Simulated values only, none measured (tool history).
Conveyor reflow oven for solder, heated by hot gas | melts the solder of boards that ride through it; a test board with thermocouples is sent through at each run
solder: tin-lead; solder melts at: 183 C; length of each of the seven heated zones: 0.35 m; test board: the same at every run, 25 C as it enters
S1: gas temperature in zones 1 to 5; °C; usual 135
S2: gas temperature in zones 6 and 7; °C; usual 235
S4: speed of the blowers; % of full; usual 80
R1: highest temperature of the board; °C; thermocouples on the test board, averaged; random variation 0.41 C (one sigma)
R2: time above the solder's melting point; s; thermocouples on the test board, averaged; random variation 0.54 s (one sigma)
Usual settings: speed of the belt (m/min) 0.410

run 1 hour=0.0 | S1=135 S2=235 speed_of_the_belt_(m/min)=0.410 S4=80 | R1=218.8 R2=77.8
run 2 hour=22.7 | S1=135 S2=235 speed_of_the_belt_(m/min)=0.410 S4=61 | R1=215.5 R2=73.0
run 3 hour=48.9 | S1=135 S2=235 speed_of_the_belt_(m/min)=0.410 S4=61 | R1=215.9 R2=72.6
run 4 hour=82.9 | S1=135 S2=235 speed_of_the_belt_(m/min)=0.410 S4=61 | R1=216.1 R2=73.3
run 5 hour=106.2 | S1=135 S2=235 speed_of_the_belt_(m/min)=0.410 S4=61 | R1=215.6 R2=72.6
run 6 hour=136.9 | S1=143 S2=235 speed_of_the_belt_(m/min)=0.410 S4=61 | R1=216.0 R2=78.9
run 7 hour=161.1 | S1=143 S2=235 speed_of_the_belt_(m/min)=0.410 S4=61 | R1=216.5 R2=78.9
run 8 hour=195.8 | S1=135 S2=235 speed_of_the_belt_(m/min)=0.410 S4=80 | R1=218.9 R2=76.7
run 9 hour=236.1 | S1=135 S2=235 speed_of_the_belt_(m/min)=0.410 S4=80 | R1=218.3 R2=76.7
run 10 hour=263.4 | S1=135 S2=234 speed_of_the_belt_(m/min)=0.410 S4=80 | R1=218.2 R2=75.7
run 11 hour=288.8 | S1=135 S2=234 speed_of_the_belt_(m/min)=0.410 S4=68 | R1=215.9 R2=72.9
-- hour=315.1 flux residue cleaned out of gas plates and filters
run 12 hour=322.6 | S1=128 S2=235 speed_of_the_belt_(m/min)=0.410 S4=80 | R1=217.9 R2=73.0
run 13 hour=343.9 | S1=134 S2=249 speed_of_the_belt_(m/min)=0.381 S4=58 | R1=229.4 R2=93.1
run 14 hour=383.8 | S1=146 S2=235 speed_of_the_belt_(m/min)=0.410 S4=82 | R1=220.9 R2=84.6
run 15 hour=412.4 | S1=146 S2=235 speed_of_the_belt_(m/min)=0.410 S4=82 | R1=220.8 R2=83.9
run 16 hour=437.3 | S1=128 S2=235 speed_of_the_belt_(m/min)=0.410 S4=80 | R1=218.1 R2=73.6
run 17 hour=455.2 | S1=123 S2=235 speed_of_the_belt_(m/min)=0.398 S4=80 | R1=217.7 R2=74.0
run 18 hour=494.2 | S1=123 S2=240 speed_of_the_belt_(m/min)=0.398 S4=58 | R1=218.2 R2=72.6
run 19 hour=512.2 | S1=121 S2=248 speed_of_the_belt_(m/min)=0.377 S4=80 | R1=231.2 R2=88.5
run 20 hour=542.2 | S1=121 S2=248 speed_of_the_belt_(m/min)=0.377 S4=80 | R1=231.4 R2=89.6
run 21 hour=565.9 | S1=135 S2=241 speed_of_the_belt_(m/min)=0.410 S4=80 | R1=224.5 R2=81.5
run 22 hour=585.8 | S1=135 S2=241 speed_of_the_belt_(m/min)=0.410 S4=80 | R1=224.0 R2=81.2
run 23 hour=607.9 | S1=137 S2=240 speed_of_the_belt_(m/min)=0.358 S4=78 | R1=227.7 R2=98.8
run 24 hour=629.2 | S1=132 S2=235 speed_of_the_belt_(m/min)=0.458 S4=84 | R1=215.7 R2=63.9

Forecast each of these 3 alternatives for the next run:
run A hour=652.0 | S1=135 S2=228 speed_of_the_belt_(m/min)=0.429 S4=80 | R1=? R2=?
run B hour=652.0 | S1=144 S2=231 speed_of_the_belt_(m/min)=0.410 S4=80 | R1=? R2=?
run C hour=652.0 | S1=132 S2=235 speed_of_the_belt_(m/min)=0.464 S4=74 | R1=? R2=?

run=A R1=212.1 R2=65.5
run=B R1=217.1 R2=79.3
run=C R1=213.0 R2=60.2
Without the tool's hidden state the same runs would have given:
run=A R1=212.0 R2=65.4
run=B R1=217.0 R2=79.2
run=C R1=212.9 R2=60.2
